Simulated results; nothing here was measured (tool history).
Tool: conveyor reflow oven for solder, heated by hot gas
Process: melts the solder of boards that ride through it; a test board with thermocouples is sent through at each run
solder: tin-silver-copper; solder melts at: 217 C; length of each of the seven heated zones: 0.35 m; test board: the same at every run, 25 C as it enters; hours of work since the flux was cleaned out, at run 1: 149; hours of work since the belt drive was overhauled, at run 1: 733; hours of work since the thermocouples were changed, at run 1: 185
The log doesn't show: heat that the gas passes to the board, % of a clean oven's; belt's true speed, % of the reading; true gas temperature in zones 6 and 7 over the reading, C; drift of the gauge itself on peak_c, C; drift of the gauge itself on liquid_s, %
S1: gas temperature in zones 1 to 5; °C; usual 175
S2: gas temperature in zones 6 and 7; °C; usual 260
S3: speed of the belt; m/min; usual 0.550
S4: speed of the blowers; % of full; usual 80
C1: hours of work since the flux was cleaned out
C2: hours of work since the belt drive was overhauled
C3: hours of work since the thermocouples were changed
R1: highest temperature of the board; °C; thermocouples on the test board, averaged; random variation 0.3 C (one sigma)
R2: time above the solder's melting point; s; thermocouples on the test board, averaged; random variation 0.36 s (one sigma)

| run | hour | S1 | S2 | S3 | S4 | C1 | C2 | C3 | R1 | R2 |
|---|---|---|---|---|---|---|---|---|---|---|
| 1 | 0.0 | 175 | 260 | 0.550 | 80 | 149 | 733 | 185 | 247.4 | 55.1 |
| 2 | 33.3 | 175 | 260 | 0.550 | 80 | 170 | 754 | 206 | 246.9 | 54.8 |
| 3 | 51.5 | 175 | 260 | 0.550 | 80 | 182 | 766 | 217 | 247.0 | 54.8 |
| 4 | 76.3 | 175 | 260 | 0.550 | 80 | 197 | 782 | 233 | 246.9 | 54.7 |
| 5 | 99.8 | 175 | 260 | 0.550 | 80 | 212 | 796 | 248 | 247.2 | 54.3 |
|  | 114.7 | flux residue cleaned out of gas plates and filters |
| 6 | 129.6 | 175 | 260 | 0.550 | 80 | 9 | 812 | 264 | 248.4 | 56.1 |
| 7 | 156.1 | 175 | 260 | 0.550 | 80 | 26 | 829 | 281 | 248.5 | 56.5 |
| 8 | 189.6 | 175 | 260 | 0.490 | 80 | 48 | 850 | 302 | 251.0 | 66.8 |
| 9 | 230.0 | 175 | 260 | 0.587 | 80 | 73 | 876 | 328 | 246.6 | 50.4 |
| 10 | 253.3 | 175 | 260 | 0.550 | 61 | 88 | 891 | 342 | 245.1 | 51.8 |
| 11 | 292.4 | 175 | 260 | 0.550 | 61 | 113 | 916 | 367 | 244.4 | 51.4 |
| 12 | 323.2 | 175 | 260 | 0.550 | 54 | 132 | 935 | 387 | 242.5 | 48.8 |
| 13 | 351.7 | 175 | 260 | 0.550 | 54 | 151 | 953 | 405 | 242.8 | 49.3 |
| 14 | 391.9 | 175 | 260 | 0.466 | 80 | 176 | 979 | 430 | 252.1 | 70.3 |
| 15 | 408.8 | 161 | 260 | 0.639 | 80 | 187 | 990 | 441 | 239.9 | 35.8 |
| 16 | 442.9 | 165 | 270 | 0.635 | 80 | 208 | 1011 | 463 | 249.7 | 44.5 |
|  | 465.6 | flux residue cleaned out of gas plates and filters |
| 17 | 473.6 | 165 | 270 | 0.635 | 80 | 5 | 1028 | 479 | 251.5 | 46.9 |
| 18 | 503.6 | 180 | 270 | 0.635 | 52 | 24 | 1047 | 498 | 247.8 | 47.4 |
| 19 | 541.7 | 180 | 270 | 0.635 | 52 | 48 | 1071 | 522 | 247.4 | 47.3 |
| 20 | 562.2 | 175 | 258 | 0.550 | 80 | 61 | 1084 | 535 | 247.2 | 55.0 |
| 21 | 598.7 | 175 | 258 | 0.550 | 70 | 85 | 1107 | 558 | 245.5 | 53.3 |
| 22 | 625.4 | 164 | 258 | 0.510 | 70 | 101 | 1124 | 575 | 245.3 | 54.5 |
| 23 | 660.7 | 164 | 258 | 0.510 | 70 | 124 | 1146 | 598 | 245.6 | 54.6 |

Forecast each of these 3 alternatives for the next run:
| A | 698.5 | 164 | 269 | 0.510 | 70 | 148 | 1170 | 622 | ? | ? |
| B | 698.5 | 175 | 251 | 0.576 | 54 | 148 | 1170 | 622 | ? | ? |
| C | 698.5 | 164 | 258 | 0.510 | 58 | 148 | 1170 | 622 | ? | ? |

| run | R1 | R2 |
|---|---|---|
| A | 255.3 | 62.1 |
| B | 234.4 | 38.0 |
| C | 242.6 | 50.3 |
Without the tool's hidden state the same runs would have given:
| run | R1 | R2 |
|---|---|---|
| A | 254.8 | 60.9 |
| B | 233.8 | 36.9 |
| C | 242.0 | 49.1 |
